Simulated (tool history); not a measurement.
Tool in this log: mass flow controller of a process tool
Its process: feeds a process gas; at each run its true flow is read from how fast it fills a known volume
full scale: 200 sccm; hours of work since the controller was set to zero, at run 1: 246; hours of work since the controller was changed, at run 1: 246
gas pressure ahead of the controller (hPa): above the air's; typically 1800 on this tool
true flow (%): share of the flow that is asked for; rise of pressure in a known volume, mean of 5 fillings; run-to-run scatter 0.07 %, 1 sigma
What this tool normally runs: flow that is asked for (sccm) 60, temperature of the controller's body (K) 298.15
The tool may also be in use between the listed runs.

run	hour	flow that is asked for (sccm)	gas pressure ahead of the controller (hPa)	temperature of the controller's body (K)	hours of work since the controller was set to zero	hours of work since the controller was changed	true flow (%)
1	0	60	1800	298.15	246	246	98.5
2	59.5	60	1800	311.15	269	269	97.19
3	109.6	60	1800	311.15	289	289	97.21
4	175.9	60	1800	311.15	316	316	97.26
5	227.1	60	1800	311.15	336	336	97.28
6	289.6	60	2430	298.15	361	361	98.11
7	365.3	60	2430	298.15	391	391	98.04
8	416.6	60	2430	298.15	411	411	98.06
9	452	60	1800	298.15	425	425	98.61
10	525.7	60	1800	298.15	454	454	98.56
11	577.8	60	1800	300.15	475	475	98.37
12	656.9	60	2380	298.15	506	506	98.04
13	702.2	60	2380	298.15	524	524	98.03
14	752.5	60	2220	298.15	544	544	98.16
15	817.4	60	2220	298.15	570	570	98.23
16	897.1	32	1800	298.15	601	601	98.21
17	969.4	32	1800	298.15	630	630	98.19
18	1020.4	32	1800	298.15	650	650	98.32
19	1093.2	60	1800	298.15	679	679	98.54
20	1162.7	60	1800	298.15	706	706	98.65
21	1206.8	60	1800	298.15	724	724	98.52
22	1248	60	1800	298.15	740	740	98.59
23	1314.3	60	1800	298.15	767	767	98.55
24	1349.8	60	1800	298.15	781	781	98.6
25	1427.2	60	1810	298.15	811	811	98.43
26	1485.4	60	1810	298.15	834	834	98.52
27	1521.1	60	1810	298.15	848	848	98.46

The next listed run, before its measurement:
28	1583.7	27	2190	294.15	873	873	?

{"run 28": {"true flow (%)": 98.36}}
If the tool had no hidden condition, the same run with the same run-to-run variation would have returned true flow (%) 98.36.

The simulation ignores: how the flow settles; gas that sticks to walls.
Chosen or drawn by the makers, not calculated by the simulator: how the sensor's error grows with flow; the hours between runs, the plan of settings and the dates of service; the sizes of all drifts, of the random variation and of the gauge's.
